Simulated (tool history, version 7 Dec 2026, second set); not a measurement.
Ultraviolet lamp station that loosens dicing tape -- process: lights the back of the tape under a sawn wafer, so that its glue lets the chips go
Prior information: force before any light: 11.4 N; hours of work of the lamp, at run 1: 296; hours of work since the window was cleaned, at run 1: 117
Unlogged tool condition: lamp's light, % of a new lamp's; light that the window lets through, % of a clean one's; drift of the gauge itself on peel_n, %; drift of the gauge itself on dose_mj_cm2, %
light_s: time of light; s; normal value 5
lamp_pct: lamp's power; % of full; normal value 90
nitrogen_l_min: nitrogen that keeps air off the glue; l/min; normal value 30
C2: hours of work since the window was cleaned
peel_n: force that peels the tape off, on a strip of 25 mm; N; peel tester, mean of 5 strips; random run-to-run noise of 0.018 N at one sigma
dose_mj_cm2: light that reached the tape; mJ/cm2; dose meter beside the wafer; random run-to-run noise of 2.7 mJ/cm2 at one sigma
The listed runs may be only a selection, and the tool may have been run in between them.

{"run": 1, "hour": 0.0, "light_s": 5, "lamp_pct": 90, "nitrogen_l_min": 30, "hours of work of the lamp": 296, "C2": 117, "peel_n": 0.873, "dose_mj_cm2": 349}
{"run": 2, "hour": 20.2, "light_s": 5, "lamp_pct": 90, "nitrogen_l_min": 30, "hours of work of the lamp": 307, "C2": 129, "peel_n": 0.843, "dose_mj_cm2": 350}
{"run": 3, "hour": 53.0, "light_s": 5, "lamp_pct": 61, "nitrogen_l_min": 30, "hours of work of the lamp": 326, "C2": 148, "peel_n": 1.837, "dose_mj_cm2": 234}
{"run": 4, "hour": 81.6, "light_s": 5, "lamp_pct": 61, "nitrogen_l_min": 30, "hours of work of the lamp": 343, "C2": 164, "peel_n": 1.941, "dose_mj_cm2": 237}
{"run": 5, "hour": 98.9, "light_s": 5, "lamp_pct": 61, "nitrogen_l_min": 55, "hours of work of the lamp": 353, "C2": 174, "peel_n": 1.615, "dose_mj_cm2": 235}
{"run": 6, "hour": 121.7, "light_s": 5, "lamp_pct": 61, "nitrogen_l_min": 55, "hours of work of the lamp": 366, "C2": 187, "peel_n": 1.612, "dose_mj_cm2": 240}
{"run": 7, "hour": 154.5, "light_s": 5, "lamp_pct": 61, "nitrogen_l_min": 55, "hours of work of the lamp": 385, "C2": 206, "peel_n": 1.642, "dose_mj_cm2": 236}
{"run": 8, "hour": 183.0, "light_s": 5, "lamp_pct": 61, "nitrogen_l_min": 55, "hours of work of the lamp": 401, "C2": 223, "peel_n": 1.702, "dose_mj_cm2": 236}
{"run": 9, "hour": 213.4, "light_s": 2, "lamp_pct": 90, "nitrogen_l_min": 30, "hours of work of the lamp": 419, "C2": 240, "peel_n": 3.86, "dose_mj_cm2": 139}
{"run": 10, "hour": 243.2, "light_s": 2, "lamp_pct": 90, "nitrogen_l_min": 30, "hours of work of the lamp": 436, "C2": 258, "peel_n": 4.113, "dose_mj_cm2": 143}
{"run": 11, "hour": 265.2, "light_s": 5, "lamp_pct": 90, "nitrogen_l_min": 43, "hours of work of the lamp": 449, "C2": 270, "peel_n": 0.752, "dose_mj_cm2": 350}
{"run": 12, "hour": 281.6, "light_s": 5, "lamp_pct": 90, "nitrogen_l_min": 43, "hours of work of the lamp": 458, "C2": 280, "peel_n": 0.776, "dose_mj_cm2": 351}
{"run": 13, "hour": 314.3, "light_s": 5, "lamp_pct": 88, "nitrogen_l_min": 38, "hours of work of the lamp": 477, "C2": 299, "peel_n": 0.814, "dose_mj_cm2": 341}
{"run": 14, "hour": 332.7, "light_s": 5, "lamp_pct": 88, "nitrogen_l_min": 38, "hours of work of the lamp": 487, "C2": 309, "peel_n": 0.843, "dose_mj_cm2": 346}
{"run": 15, "hour": 351.9, "light_s": 10, "lamp_pct": 88, "nitrogen_l_min": 38, "hours of work of the lamp": 499, "C2": 320, "peel_n": 0.135, "dose_mj_cm2": 685}
{"run": 16, "hour": 382.8, "light_s": 5, "lamp_pct": 92, "nitrogen_l_min": 30, "hours of work of the lamp": 516, "C2": 338, "peel_n": 0.838, "dose_mj_cm2": 363}
{"run": 17, "hour": 411.2, "light_s": 5, "lamp_pct": 92, "nitrogen_l_min": 30, "hours of work of the lamp": 533, "C2": 354, "peel_n": 0.821, "dose_mj_cm2": 361}
{"run": 18, "hour": 440.9, "light_s": 5, "lamp_pct": 92, "nitrogen_l_min": 30, "hours of work of the lamp": 550, "C2": 371, "peel_n": 0.828, "dose_mj_cm2": 360}
{"run": 19, "hour": 470.4, "light_s": 2, "lamp_pct": 99, "nitrogen_l_min": 39, "hours of work of the lamp": 567, "C2": 389, "peel_n": 3.445, "dose_mj_cm2": 155}
{"hour": 487.9, "done": "window cleaned of glue's vapour"}
{"run": 20, "hour": 496.1, "light_s": 2, "lamp_pct": 99, "nitrogen_l_min": 39, "hours of work of the lamp": 581, "C2": 5, "peel_n": 3.41, "dose_mj_cm2": 153}
{"run": 21, "hour": 519.8, "light_s": 2, "lamp_pct": 99, "nitrogen_l_min": 39, "hours of work of the lamp": 595, "C2": 18, "peel_n": 3.379, "dose_mj_cm2": 153}
{"run": 22, "hour": 538.9, "light_s": 2, "lamp_pct": 99, "nitrogen_l_min": 39, "hours of work of the lamp": 606, "C2": 29, "peel_n": 3.441, "dose_mj_cm2": 156}
{"run": 23, "hour": 564.7, "light_s": 10, "lamp_pct": 69, "nitrogen_l_min": 19, "hours of work of the lamp": 621, "C2": 44, "peel_n": 0.353, "dose_mj_cm2": 537}

Forecast each of these 5 alternatives for the next run:
{"run": "A", "hour": 591.8, "light_s": 3, "lamp_pct": 86, "nitrogen_l_min": 60, "hours of work of the lamp": 637, "C2": 60, "peel_n": "?", "dose_mj_cm2": "?"}
{"run": "B", "hour": 591.8, "light_s": 9, "lamp_pct": 75, "nitrogen_l_min": 13, "hours of work of the lamp": 637, "C2": 60, "peel_n": "?", "dose_mj_cm2": "?"}
{"run": "C", "hour": 591.8, "light_s": 2, "lamp_pct": 79, "nitrogen_l_min": 38, "hours of work of the lamp": 637, "C2": 60, "peel_n": "?", "dose_mj_cm2": "?"}
{"run": "D", "hour": 591.8, "light_s": 6, "lamp_pct": 93, "nitrogen_l_min": 31, "hours of work of the lamp": 637, "C2": 60, "peel_n": "?", "dose_mj_cm2": "?"}
{"run": "E", "hour": 591.8, "light_s": 4, "lamp_pct": 69, "nitrogen_l_min": 10, "hours of work of the lamp": 637, "C2": 60, "peel_n": "?", "dose_mj_cm2": "?"}

run=A peel_n=2.1 dose_mj_cm2=203
run=B peel_n=0.494 dose_mj_cm2=526
run=C peel_n=4.368 dose_mj_cm2=122
run=D peel_n=0.505 dose_mj_cm2=439
run=E peel_n=3.244 dose_mj_cm2=214
Without the tool's unlogged condition, the same runs would have read:
run=A peel_n=2.095 dose_mj_cm2=203
run=B peel_n=0.492 dose_mj_cm2=527
run=C peel_n=4.362 dose_mj_cm2=122
run=D peel_n=0.503 dose_mj_cm2=440
run=E peel_n=3.238 dose_mj_cm2=214
